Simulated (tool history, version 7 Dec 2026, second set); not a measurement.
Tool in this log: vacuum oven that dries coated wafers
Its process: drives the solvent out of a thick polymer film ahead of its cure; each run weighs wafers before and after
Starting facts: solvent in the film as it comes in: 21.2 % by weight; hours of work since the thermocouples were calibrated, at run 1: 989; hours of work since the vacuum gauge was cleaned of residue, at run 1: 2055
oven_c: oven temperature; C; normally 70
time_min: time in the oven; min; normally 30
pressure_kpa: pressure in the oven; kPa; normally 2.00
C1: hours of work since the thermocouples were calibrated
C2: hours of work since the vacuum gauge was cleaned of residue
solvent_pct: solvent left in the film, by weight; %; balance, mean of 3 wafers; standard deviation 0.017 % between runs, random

{"run": 1, "hour": 0.0, "oven_c": 70, "time_min": 30, "pressure_kpa": 2.0, "C1": 989, "C2": 2055, "solvent_pct": 1.3}
{"run": 2, "hour": 58.3, "oven_c": 70, "time_min": 30, "pressure_kpa": 2.0, "C1": 1028, "C2": 2094, "solvent_pct": 1.28}
{"run": 3, "hour": 115.6, "oven_c": 70, "time_min": 30, "pressure_kpa": 2.0, "C1": 1067, "C2": 2133, "solvent_pct": 1.32}
{"run": 4, "hour": 191.5, "oven_c": 55, "time_min": 30, "pressure_kpa": 2.0, "C1": 1119, "C2": 2184, "solvent_pct": 6.11}
{"run": 5, "hour": 274.8, "oven_c": 55, "time_min": 30, "pressure_kpa": 2.0, "C1": 1175, "C2": 2240, "solvent_pct": 6.12}
{"run": 6, "hour": 362.8, "oven_c": 55, "time_min": 30, "pressure_kpa": 2.0, "C1": 1234, "C2": 2300, "solvent_pct": 6.07}
{"run": 7, "hour": 447.1, "oven_c": 55, "time_min": 30, "pressure_kpa": 2.0, "C1": 1292, "C2": 2357, "solvent_pct": 6.06}
{"hour": 462.6, "done": "oven's thermocouples calibrated"}
{"run": 8, "hour": 554.7, "oven_c": 67, "time_min": 30, "pressure_kpa": 2.0, "C1": 62, "C2": 2428, "solvent_pct": 2.08}
{"run": 9, "hour": 664.0, "oven_c": 67, "time_min": 36, "pressure_kpa": 2.0, "C1": 136, "C2": 2502, "solvent_pct": 1.47}
{"run": 10, "hour": 759.1, "oven_c": 67, "time_min": 36, "pressure_kpa": 2.0, "C1": 201, "C2": 2567, "solvent_pct": 1.46}
{"run": 11, "hour": 858.8, "oven_c": 67, "time_min": 36, "pressure_kpa": 2.0, "C1": 268, "C2": 2634, "solvent_pct": 1.48}
{"run": 12, "hour": 928.1, "oven_c": 70, "time_min": 30, "pressure_kpa": 2.0, "C1": 315, "C2": 2681, "solvent_pct": 1.33}
{"run": 13, "hour": 1011.0, "oven_c": 70, "time_min": 30, "pressure_kpa": 2.0, "C1": 371, "C2": 2737, "solvent_pct": 1.36}
{"run": 14, "hour": 1120.6, "oven_c": 70, "time_min": 30, "pressure_kpa": 2.0, "C1": 445, "C2": 2811, "solvent_pct": 1.36}
{"run": 15, "hour": 1173.0, "oven_c": 70, "time_min": 30, "pressure_kpa": 2.0, "C1": 481, "C2": 2847, "solvent_pct": 1.34}
{"run": 16, "hour": 1254.4, "oven_c": 70, "time_min": 18, "pressure_kpa": 2.0, "C1": 536, "C2": 2902, "solvent_pct": 3.15}
{"run": 17, "hour": 1337.0, "oven_c": 70, "time_min": 18, "pressure_kpa": 2.0, "C1": 592, "C2": 2958, "solvent_pct": 3.16}
{"hour": 1381.3, "done": "vacuum gauge cleaned of residue and calibrated"}
{"run": 18, "hour": 1440.6, "oven_c": 82, "time_min": 24, "pressure_kpa": 5.52, "C1": 661, "C2": 40, "solvent_pct": 0.92}
{"run": 19, "hour": 1552.4, "oven_c": 70, "time_min": 53, "pressure_kpa": 1.36, "C1": 736, "C2": 116, "solvent_pct": 0.4}
{"run": 20, "hour": 1609.1, "oven_c": 70, "time_min": 53, "pressure_kpa": 1.36, "C1": 775, "C2": 154, "solvent_pct": 0.38}
{"run": 21, "hour": 1673.1, "oven_c": 69, "time_min": 27, "pressure_kpa": 1.86, "C1": 818, "C2": 197, "solvent_pct": 1.61}
{"run": 22, "hour": 1732.1, "oven_c": 69, "time_min": 27, "pressure_kpa": 1.86, "C1": 858, "C2": 237, "solvent_pct": 1.63}
{"run": 23, "hour": 1787.3, "oven_c": 69, "time_min": 27, "pressure_kpa": 1.86, "C1": 895, "C2": 275, "solvent_pct": 1.64}
{"run": 24, "hour": 1844.5, "oven_c": 69, "time_min": 27, "pressure_kpa": 1.86, "C1": 934, "C2": 313, "solvent_pct": 1.6}
{"run": 25, "hour": 1916.5, "oven_c": 59, "time_min": 47, "pressure_kpa": 2.51, "C1": 983, "C2": 362, "solvent_pct": 2.36}
{"run": 26, "hour": 2016.0, "oven_c": 59, "time_min": 47, "pressure_kpa": 2.51, "C1": 1050, "C2": 429, "solvent_pct": 2.33}
{"run": 27, "hour": 2112.7, "oven_c": 61, "time_min": 30, "pressure_kpa": 6.88, "C1": 1115, "C2": 495, "solvent_pct": 4.9}

5 options for the next run, each taken on its own from the tool as it stands now. Forecast them:
{"run": "A", "hour": 2203.0, "oven_c": 59, "time_min": 47, "pressure_kpa": 6.88, "C1": 1176, "C2": 556, "solvent_pct": "?"}
{"run": "B", "hour": 2203.0, "oven_c": 73, "time_min": 30, "pressure_kpa": 2.88, "C1": 1176, "C2": 556, "solvent_pct": "?"}
{"run": "C", "hour": 2203.0, "oven_c": 61, "time_min": 30, "pressure_kpa": 6.67, "C1": 1176, "C2": 556, "solvent_pct": "?"}
{"run": "D", "hour": 2203.0, "oven_c": 58, "time_min": 49, "pressure_kpa": 1.16, "C1": 1176, "C2": 556, "solvent_pct": "?"}
{"run": "E", "hour": 2203.0, "oven_c": 58, "time_min": 42, "pressure_kpa": 6.88, "C1": 1176, "C2": 556, "solvent_pct": "?"}

run=A solvent_pct=3.90
run=B solvent_pct=0.94
run=C solvent_pct=4.79
run=D solvent_pct=1.96
run=E solvent_pct=4.62
Had the tool no hidden state, the same runs would have come out as:
run=A solvent_pct=4.34
run=B solvent_pct=1.09
run=C solvent_pct=5.32
run=D solvent_pct=2.32
run=E solvent_pct=5.14
